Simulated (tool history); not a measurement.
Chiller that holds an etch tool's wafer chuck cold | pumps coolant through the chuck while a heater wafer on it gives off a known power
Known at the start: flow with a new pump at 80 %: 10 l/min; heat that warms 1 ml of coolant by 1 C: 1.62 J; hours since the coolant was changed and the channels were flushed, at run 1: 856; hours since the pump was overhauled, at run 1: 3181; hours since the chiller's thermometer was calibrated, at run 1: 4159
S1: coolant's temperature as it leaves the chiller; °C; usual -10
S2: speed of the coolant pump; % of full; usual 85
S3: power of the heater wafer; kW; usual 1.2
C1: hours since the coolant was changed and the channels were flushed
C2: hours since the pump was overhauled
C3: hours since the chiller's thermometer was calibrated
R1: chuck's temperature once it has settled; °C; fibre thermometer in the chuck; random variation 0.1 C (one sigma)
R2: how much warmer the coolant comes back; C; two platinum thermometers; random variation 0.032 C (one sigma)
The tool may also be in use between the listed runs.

Run 1, hour 0: usual settings; C1 856; C2 3181; C3 4159. Result: R1 -2 °C, R2 4.1 C.
Run 2, hour 101: usual settings; C1 957; C2 3282; C3 4260. Result: R1 -1.9 °C, R2 4.19 C.
Run 3, hour 149.9: usual settings; C1 1006; C2 3331; C3 4309. Result: R1 -2 °C, R2 4.18 C.
Run 4, hour 208.6: usual settings; C1 1065; C2 3390; C3 4367. Result: R1 -2.1 °C, R2 4.21 C.
Run 5, hour 294: usual settings; C1 1150; C2 3475; C3 4453. Result: R1 -1.9 °C, R2 4.19 C.
Run 6, hour 378.9: usual settings; C1 1235; C2 3560; C3 4538. Result: R1 -1.9 °C, R2 4.2 C.
Run 7, hour 455.2: usual settings; C1 1312; C2 3636; C3 4614. Result: R1 -1.9 °C, R2 4.22 C.
Run 8, hour 517.1: usual settings but S2 71 % of full; C1 1374; C2 3698; C3 4676. Result: R1 -0.5 °C, R2 5.13 C.
Run 9, hour 571.9: usual settings but S2 71 % of full; C1 1428; C2 3753; C3 4731. Result: R1 -0.5 °C, R2 5.14 C.
Run 10, hour 629.4: usual settings; C1 1486; C2 3811; C3 4788. Result: R1 -2.2 °C, R2 4.18 C.
At hour 709.4: chiller's thermometer calibrated.
Run 11, hour 725.2: usual settings; C1 1581; C2 3905; C3 16. Result: R1 -2 °C, R2 4.29 C.
Run 12, hour 803.2: usual settings; C1 1659; C2 3983; C3 94. Result: R1 -2 °C, R2 4.26 C.
Run 13, hour 880.9: usual settings; C1 1736; C2 4061; C3 172. Result: R1 -2.1 °C, R2 4.24 C.
Run 14, hour 946.1: usual settings; C1 1802; C2 4126; C3 237. Result: R1 -2 °C, R2 4.28 C.

Run 15 comes next. What will it give?
Run 15, hour 1031.2: usual settings but S1 -4 °C, S2 74 % of full, S3 0.848 kW; C1 1887; C2 4211; C3 322. Result: R1 ?, R2 ?.

Run 15 gave R1 2.4 °C, R2 3.5 C.
Without the tool's hidden state the same run would have given R1 2.3 °C, R2 3.39 C.
